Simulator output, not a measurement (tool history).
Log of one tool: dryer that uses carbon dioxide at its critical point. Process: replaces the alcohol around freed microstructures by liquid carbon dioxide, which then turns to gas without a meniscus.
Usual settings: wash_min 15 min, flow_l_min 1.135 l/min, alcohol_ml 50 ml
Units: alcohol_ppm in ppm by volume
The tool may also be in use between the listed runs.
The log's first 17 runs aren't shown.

Run 18, hour 121.9: usual settings but wash_min 19 min, flow_l_min 0.830 l/min, alcohol_ml 46 ml. Result: alcohol_ppm 113 ppm by volume.
Run 19, hour 130.6: usual settings but wash_min 17 min, flow_l_min 0.870 l/min, alcohol_ml 73 ml. Result: alcohol_ppm 231 ppm by volume.
Run 20, hour 137.6: usual settings but wash_min 11 min, flow_l_min 0.920 l/min, alcohol_ml 22 ml. Result: alcohol_ppm 351 ppm by volume.
Run 21, hour 146.7: usual settings but wash_min 21 min, flow_l_min 0.900 l/min, alcohol_ml 22 ml. Result: alcohol_ppm 26 ppm by volume.
Run 22, hour 151.5: usual settings but alcohol_ml 96 ml. Result: alcohol_ppm 131 ppm by volume.
Run 23, hour 155.8: usual settings but wash_min 21 min, flow_l_min 1.200 l/min, alcohol_ml 68 ml. Result: alcohol_ppm 16 ppm by volume.
Run 24, hour 160.8: usual settings but wash_min 21 min, flow_l_min 1.200 l/min, alcohol_ml 68 ml. Result: alcohol_ppm 17 ppm by volume.
Run 25, hour 170.0: usual settings but wash_min 14 min. Result: alcohol_ppm 112 ppm by volume.
Run 26, hour 175.0: usual settings but wash_min 14 min, flow_l_min 0.800 l/min, alcohol_ml 20 ml. Result: alcohol_ppm 238 ppm by volume.
Run 27, hour 183.6: usual settings but wash_min 23 min, flow_l_min 0.800 l/min, alcohol_ml 25 ml. Result: alcohol_ppm 37 ppm by volume.
Run 28, hour 191.9: usual settings but wash_min 23 min, flow_l_min 0.950 l/min, alcohol_ml 25 ml. Result: alcohol_ppm 21 ppm by volume.
Run 29, hour 201.2: usual settings but wash_min 22 min, flow_l_min 1.360 l/min, alcohol_ml 82 ml. Result: alcohol_ppm 15 ppm by volume.
Run 30, hour 210.1: usual settings but wash_min 22 min, flow_l_min 1.360 l/min, alcohol_ml 82 ml. Result: alcohol_ppm 11 ppm by volume.
Run 31, hour 219.7: usual settings but wash_min 22 min, flow_l_min 1.360 l/min, alcohol_ml 82 ml. Result: alcohol_ppm 13 ppm by volume.
Run 32, hour 223.7: usual settings but wash_min 13 min, flow_l_min 1.690 l/min. Result: alcohol_ppm 20 ppm by volume.
Run 33, hour 230.4: usual settings but wash_min 21 min, alcohol_ml 54 ml. Result: alcohol_ppm 25 ppm by volume.
Run 34, hour 239.6: usual settings but wash_min 17 min, flow_l_min 1.150 l/min, alcohol_ml 104 ml. Result: alcohol_ppm 71 ppm by volume.

3 ways to go on from here, each from the tool as it stands after run 34. What would each give?
Run A, hour 247.8: usual settings but wash_min 18 min, alcohol_ml 49 ml. Result: alcohol_ppm ?.
Run B, hour 247.8: usual settings but wash_min 17 min, flow_l_min 1.620 l/min, alcohol_ml 46 ml. Result: alcohol_ppm ?.
Run C, hour 247.8: usual settings but wash_min 20 min, flow_l_min 1.490 l/min, alcohol_ml 96 ml. Result: alcohol_ppm ?.

run  alcohol_ppm
  A           43
  B           14
  C           15
Without the tool's hidden state the same runs would have given:
run  alcohol_ppm
  A           24
  B            6
  C            6

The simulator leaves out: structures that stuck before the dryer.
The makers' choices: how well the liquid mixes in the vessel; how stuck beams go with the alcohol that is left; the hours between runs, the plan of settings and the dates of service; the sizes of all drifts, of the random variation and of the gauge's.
